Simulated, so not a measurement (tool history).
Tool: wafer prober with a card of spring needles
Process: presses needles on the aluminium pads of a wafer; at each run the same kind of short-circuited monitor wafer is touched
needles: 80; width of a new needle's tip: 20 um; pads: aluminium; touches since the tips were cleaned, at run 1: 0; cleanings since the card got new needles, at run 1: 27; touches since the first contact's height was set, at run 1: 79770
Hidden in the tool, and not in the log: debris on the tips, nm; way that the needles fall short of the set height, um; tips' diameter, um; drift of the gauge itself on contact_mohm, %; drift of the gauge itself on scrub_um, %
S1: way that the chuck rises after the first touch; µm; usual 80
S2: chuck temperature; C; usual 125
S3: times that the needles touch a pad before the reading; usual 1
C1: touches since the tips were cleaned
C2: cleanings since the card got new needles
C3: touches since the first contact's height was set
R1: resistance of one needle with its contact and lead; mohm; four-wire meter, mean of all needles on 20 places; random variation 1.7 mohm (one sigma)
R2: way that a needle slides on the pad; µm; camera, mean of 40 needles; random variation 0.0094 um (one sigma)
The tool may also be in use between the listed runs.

| run | hour | S1 | S2 | S3 | C1 | C2 | C3 | R1 | R2 |
|---|---|---|---|---|---|---|---|---|---|
| 1 | 0.0 | 80 | 125 | 1 | 0 | 27 | 79770 | 175 | 11.434 |
|  | 25.6 | tips cleaned on abrasive film |
| 2 | 27.6 | 80 | 125 | 1 | 552 | 28 | 87572 | 192 | 11.431 |
|  | 51.4 | tips cleaned on abrasive film |
| 3 | 58.1 | 80 | 125 | 1 | 1907 | 29 | 96213 | 220 | 11.412 |
|  | 77.7 | tips cleaned on abrasive film |
| 4 | 81.9 | 80 | 125 | 1 | 1177 | 30 | 102928 | 207 | 11.394 |
|  | 105.3 | tips cleaned on abrasive film |
| 5 | 110.4 | 80 | 125 | 1 | 1454 | 31 | 110998 | 214 | 11.383 |
|  | 134.0 | tips cleaned on abrasive film |
| 6 | 140.7 | 80 | 125 | 1 | 1886 | 32 | 119562 | 218 | 11.357 |
|  | 160.2 | tips cleaned on abrasive film |
| 7 | 167.8 | 80 | 97 | 1 | 2172 | 33 | 127242 | 216 | 11.353 |
|  | 186.7 | tips cleaned on abrasive film |
| 8 | 204.6 | 80 | 25 | 1 | 5062 | 34 | 137650 | 232 | 11.344 |
|  | 212.4 | tips cleaned on abrasive film |
|  | 215.3 | height of the first contact set anew |
| 9 | 230.9 | 80 | 25 | 1 | 5145 | 35 | 4426 | 226 | 11.533 |
|  | 240.1 | tips cleaned on abrasive film |
| 10 | 261.7 | 80 | 25 | 1 | 6138 | 36 | 13160 | 233 | 11.520 |
|  | 269.2 | tips cleaned on abrasive film |
| 11 | 293.0 | 80 | 25 | 1 | 6764 | 37 | 22006 | 231 | 11.510 |
|  | 297.0 | tips cleaned on abrasive film |
|  | 322.9 | tips cleaned on abrasive film |
| 12 | 324.3 | 80 | 25 | 1 | 384 | 39 | 30835 | 173 | 11.496 |
|  | 348.6 | tips cleaned on abrasive film |
| 13 | 367.6 | 80 | 25 | 1 | 5372 | 40 | 43092 | 232 | 11.484 |
|  | 375.4 | tips cleaned on abrasive film |
| 14 | 396.7 | 65 | 125 | 1 | 6052 | 41 | 51335 | 272 | 9.301 |
|  | 404.3 | tips cleaned on abrasive film |
|  | 430.2 | tips cleaned on abrasive film |
| 15 | 430.6 | 65 | 125 | 1 | 109 | 43 | 60909 | 191 | 9.293 |
|  | 456.7 | tips cleaned on abrasive film |
| 16 | 472.5 | 65 | 125 | 1 | 4485 | 44 | 72782 | 267 | 9.278 |
|  | 484.7 | tips cleaned on abrasive film |
| 17 | 497.1 | 65 | 125 | 1 | 3509 | 45 | 79724 | 266 | 9.259 |
|  | 511.1 | tips cleaned on abrasive film |
| 18 | 526.5 | 65 | 125 | 1 | 4356 | 46 | 88035 | 268 | 9.254 |
|  | 537.8 | tips cleaned on abrasive film |
| 19 | 545.0 | 99 | 30 | 1 | 2046 | 47 | 93270 | 188 | 14.133 |
|  | 565.0 | tips cleaned on abrasive film |
| 20 | 579.4 | 99 | 30 | 1 | 4086 | 48 | 103002 | 201 | 14.123 |
|  | 590.8 | tips cleaned on abrasive film |
| 21 | 599.6 | 99 | 30 | 1 | 2494 | 49 | 108700 | 199 | 14.107 |
|  | 617.3 | tips cleaned on abrasive film |
| 22 | 626.2 | 80 | 52 | 3 | 2530 | 50 | 116242 | 180 | 11.356 |
|  | 643.1 | tips cleaned on abrasive film |
|  | 668.8 | tips cleaned on abrasive film |
| 23 | 668.8 | 82 | 30 | 1 | 0 | 52 | 128279 | 162 | 11.620 |
|  | 695.2 | tips cleaned on abrasive film |
| 24 | 703.7 | 80 | 38 | 2 | 2406 | 53 | 138157 | 195 | 11.325 |
|  | 713.8 | height of the first contact set anew |
|  | 723.7 | tips cleaned on abrasive film |
| 25 | 746.0 | 80 | 38 | 2 | 6331 | 54 | 9121 | 203 | 11.530 |
|  | 750.0 | tips cleaned on abrasive film |
|  | 775.6 | tips cleaned on abrasive film |
| 26 | 777.1 | 66 | 114 | 2 | 413 | 56 | 17877 | 188 | 9.474 |
|  | 802.1 | tips cleaned on abrasive film |
| 27 | 820.9 | 95 | 114 | 3 | 5339 | 57 | 30291 | 188 | 13.639 |
|  | 828.9 | tips cleaned on abrasive film |
|  | 856.1 | tips cleaned on abrasive film |
| 28 | 863.4 | 95 | 114 | 3 | 2079 | 59 | 42310 | 179 | 13.634 |
|  | 882.6 | tips cleaned on abrasive film |
| 29 | 899.4 | 80 | 125 | 1 | 4748 | 60 | 52488 | 244 | 11.467 |
|  | 911.2 | tips cleaned on abrasive film |
| 30 | 930.6 | 78 | 30 | 2 | 5511 | 61 | 61322 | 203 | 11.150 |
|  | 939.7 | tips cleaned on abrasive film |
| 31 | 949.2 | 78 | 30 | 2 | 2688 | 62 | 66575 | 198 | 11.135 |
|  | 965.7 | tips cleaned on abrasive film |
| 32 | 981.5 | 97 | 45 | 1 | 4489 | 63 | 75726 | 207 | 13.861 |

Forecast each of these 3 alternatives for the next run:
|  | 991.8 | tips cleaned on abrasive film |
| A | 1003.4 | 73 | 44 | 2 | 3294 | 64 | 81911 | ? | ? |
|  | 991.8 | tips cleaned on abrasive film |
| B | 1003.4 | 97 | 45 | 2 | 3294 | 64 | 81911 | ? | ? |
|  | 991.8 | tips cleaned on abrasive film |
| C | 1003.4 | 97 | 56 | 1 | 3294 | 64 | 81911 | ? | ? |

| run | R1 | R2 |
|---|---|---|
| A | 210 | 10.391 |
| B | 185 | 13.871 |
| C | 209 | 13.863 |
Without the tool's hidden state the same runs would have given:
| run | R1 | R2 |
|---|---|---|
| A | 158 | 10.513 |
| B | 154 | 13.994 |
| C | 157 | 13.986 |
